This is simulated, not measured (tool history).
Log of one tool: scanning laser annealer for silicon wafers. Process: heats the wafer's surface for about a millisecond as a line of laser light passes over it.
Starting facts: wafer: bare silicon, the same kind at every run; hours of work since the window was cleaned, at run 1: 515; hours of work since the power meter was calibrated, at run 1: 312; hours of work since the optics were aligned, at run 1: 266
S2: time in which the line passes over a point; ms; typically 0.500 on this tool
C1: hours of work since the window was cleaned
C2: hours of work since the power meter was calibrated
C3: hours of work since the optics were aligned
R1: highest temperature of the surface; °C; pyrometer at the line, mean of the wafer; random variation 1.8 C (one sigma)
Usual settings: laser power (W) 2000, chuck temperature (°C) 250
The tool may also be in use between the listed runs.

Run 1, hour 0.0: usual settings; C1 515; C2 312; C3 266. Result: R1 1056 °C.
Run 2, hour 12.2: usual settings; C1 523; C2 319; C3 273. Result: R1 1054 °C.
Run 3, hour 23.8: usual settings; C1 530; C2 326; C3 280. Result: R1 1053 °C.
Run 4, hour 36.9: usual settings; C1 538; C2 334; C3 288. Result: R1 1054 °C.
Run 5, hour 47.0: usual settings; C1 544; C2 340; C3 294. Result: R1 1051 °C.
Run 6, hour 63.4: usual settings but laser power (W) 1925; C1 554; C2 350; C3 304. Result: R1 1016 °C.
Run 7, hour 72.1: usual settings but laser power (W) 1925; C1 559; C2 355; C3 310. Result: R1 1015 °C.
Run 8, hour 88.6: usual settings; C1 569; C2 365; C3 320. Result: R1 1048 °C.
Run 9, hour 102.9: usual settings; C1 578; C2 374; C3 328. Result: R1 1052 °C.
Run 10, hour 119.9: usual settings but chuck temperature (°C) 220; C1 588; C2 384; C3 338. Result: R1 1023 °C.
Run 11, hour 130.2: usual settings but chuck temperature (°C) 220; C1 594; C2 390; C3 345. Result: R1 1019 °C.
At hour 132.9: window over the wafer cleaned.
Run 12, hour 148.1: usual settings but laser power (W) 1847; C1 9; C2 400; C3 354. Result: R1 962 °C.
Run 13, hour 160.6: usual settings; C1 17; C2 407; C3 362. Result: R1 1031 °C.
At hour 165.4: window over the wafer cleaned, once more.
Run 14, hour 172.2: usual settings but S2 0.407 ms; C1 4; C2 413; C3 368. Result: R1 994 °C.
Run 15, hour 187.9: usual settings; C1 14; C2 423; C3 377. Result: R1 1077 °C.
Run 16, hour 200.4: usual settings but S2 0.600 ms; C1 21; C2 430; C3 385. Result: R1 1156 °C.
Run 17, hour 209.4: usual settings; C1 27; C2 436; C3 390. Result: R1 1074 °C.
Run 18, hour 222.6: usual settings; C1 35; C2 444; C3 398. Result: R1 1073 °C.
Run 19, hour 234.8: usual settings; C1 42; C2 451; C3 406. Result: R1 1075 °C.
Run 20, hour 243.7: usual settings; C1 47; C2 457; C3 411. Result: R1 1075 °C.
Run 21, hour 253.6: usual settings but laser power (W) 1908, S2 0.615 ms; C1 53; C2 463; C3 417. Result: R1 1111 °C.
Run 22, hour 268.1: usual settings but laser power (W) 1908, S2 0.615 ms; C1 62; C2 471; C3 426. Result: R1 1115 °C.
Run 23, hour 284.1: usual settings but laser power (W) 1985; C1 72; C2 481; C3 435. Result: R1 1068 °C.
Run 24, hour 299.2: usual settings but laser power (W) 1985; C1 81; C2 490; C3 445. Result: R1 1065 °C.
Run 25, hour 313.9: usual settings but S2 0.547 ms, chuck temperature (°C) 238; C1 90; C2 499; C3 453. Result: R1 1097 °C.
Run 26, hour 324.1: usual settings but S2 0.483 ms, chuck temperature (°C) 277; C1 96; C2 505; C3 460. Result: R1 1077 °C.
Run 27, hour 339.1: usual settings but S2 0.483 ms, chuck temperature (°C) 277; C1 105; C2 514; C3 469. Result: R1 1081 °C.
Run 28, hour 350.2: usual settings but laser power (W) 2163; C1 112; C2 521; C3 475. Result: R1 1148 °C.
Run 29, hour 357.5: usual settings but laser power (W) 2163; C1 116; C2 525; C3 480. Result: R1 1147 °C.
Run 30, hour 369.4: usual settings but S2 0.450 ms, chuck temperature (°C) 246; C1 123; C2 533; C3 487. Result: R1 1024 °C.
Run 31, hour 380.1: usual settings but S2 0.450 ms, chuck temperature (°C) 246; C1 130; C2 539; C3 493. Result: R1 1021 °C.
Run 32, hour 389.5: usual settings but S2 0.450 ms, chuck temperature (°C) 246; C1 136; C2 545; C3 499. Result: R1 1023 °C.
Run 33, hour 399.2: usual settings but laser power (W) 2111, S2 0.356 ms, chuck temperature (°C) 285; C1 141; C2 551; C3 505. Result: R1 1020 °C.
Run 34, hour 410.6: usual settings but laser power (W) 2111, S2 0.356 ms, chuck temperature (°C) 285; C1 148; C2 558; C3 512. Result: R1 1016 °C.
Run 35, hour 427.3: usual settings but laser power (W) 1846, S2 0.435 ms, chuck temperature (°C) 266; C1 158; C2 568; C3 522. Result: R1 955 °C.
Run 36, hour 438.6: usual settings but laser power (W) 1846, S2 0.435 ms, chuck temperature (°C) 266; C1 165; C2 575; C3 529. Result: R1 954 °C.
Run 37, hour 447.0: usual settings but laser power (W) 1846, S2 0.435 ms, chuck temperature (°C) 266; C1 170; C2 580; C3 534. Result: R1 958 °C.
Run 38, hour 455.3: usual settings but S2 0.518 ms, chuck temperature (°C) 219; C1 175; C2 585; C3 539. Result: R1 1047 °C.
Run 39, hour 470.4: usual settings but laser power (W) 1757, S2 0.488 ms, chuck temperature (°C) 230; C1 185; C2 594; C3 548. Result: R1 915 °C.
Run 40, hour 480.2: usual settings but laser power (W) 2005, S2 0.604 ms, chuck temperature (°C) 249; C1 190; C2 600; C3 554. Result: R1 1147 °C.

Below are 4 alternative next runs, each starting from the tool's condition after run 40. Predict each:
Run A, hour 491.6: usual settings but laser power (W) 1975, S2 0.459 ms, chuck temperature (°C) 281; C1 197; C2 607; C3 561. Result: R1 ?.
Run B, hour 491.6: usual settings but laser power (W) 2005, S2 0.476 ms, chuck temperature (°C) 225; C1 197; C2 607; C3 561. Result: R1 ?.
Run C, hour 491.6: usual settings but laser power (W) 2128, chuck temperature (°C) 235; C1 197; C2 607; C3 561. Result: R1 ?.
Run D, hour 491.6: usual settings but laser power (W) 1710, S2 0.415 ms, chuck temperature (°C) 278; C1 197; C2 607; C3 561. Result: R1 ?.

run    R1
  A  1048
  B  1021
  C  1108
  D   894
Stripped of hidden state, with their random variation kept, the same runs would have yielded:
run    R1
  A  1066
  B  1040
  C  1129
  D   908

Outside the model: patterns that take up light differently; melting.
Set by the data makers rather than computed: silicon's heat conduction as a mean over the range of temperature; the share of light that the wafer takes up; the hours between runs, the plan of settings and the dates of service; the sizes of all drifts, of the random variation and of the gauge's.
